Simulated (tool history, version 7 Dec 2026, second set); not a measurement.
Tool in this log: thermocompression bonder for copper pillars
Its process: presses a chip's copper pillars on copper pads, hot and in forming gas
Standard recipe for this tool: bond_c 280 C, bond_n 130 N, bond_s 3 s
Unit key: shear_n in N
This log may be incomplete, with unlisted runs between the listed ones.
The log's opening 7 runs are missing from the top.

run	day	bond_c	bond_n	bond_s	hours of work since the heater was calibrated	hours of work since the force cell was calibrated	hours of work since the gas filter was changed	shear_n
8	14.096	280	99	3	40	833	149	61.1
9	16.567	280	99	3	74	867	183	60.9
10	18.929	280	99	3	106	899	215	60.6
11	21.283	280	99	3	138	931	247	58.7
12	22.550	280	99	3	155	949	264	58.2
# day 23.396: forming gas filter changed
13	23.946	280	99	3	174	967	7	59.9
14	26.042	280	130	3	203	996	36	72.4
15	27.688	280	130	3	225	1019	59	71.4
# day 29.342: force cell calibrated
16	30.392	280	130	3	261	14	95	70.1
17	31.942	280	130	3	283	35	116	68.8
18	33.267	298	130	3	301	54	134	80.9
19	35.496	298	130	3	331	84	164	79.9
20	36.704	289	145	4	348	101	181	83.5
21	38.888	289	145	4	378	130	211	84.8
22	41.133	289	145	4	408	161	241	82.5
23	43.108	290	141	3	435	188	268	76.1
# day 43.688: forming gas filter changed
24	44.642	290	141	3	456	209	13	78.4
25	45.850	280	130	7	472	225	30	85.2
26	47.292	303	83	4	492	245	49	66.3
27	49.308	303	83	4	520	272	77	66.4
28	51.321	287	128	2	547	300	104	59.0
29	53.133	278	120	2	572	325	129	51.0
30	54.288	276	129	4	588	340	145	68.2
# day 55.504: heater calibrated with a thermocouple chip
31	56.488	280	130	8	13	369	174	92.1

Each row is a separate what-if for the run after 31, all from the same tool condition, not one after another. Results?
A	58.167	265	100	2	36	392	197	?
B	58.167	260	107	6	36	392	197	?
C	58.167	293	130	8	36	392	197	?

run	shear_n
A	43.0
B	64.3
C	100.4
With no hidden state in the tool, these same runs would have given:
run	shear_n
A	43.6
B	65.2
C	102.2
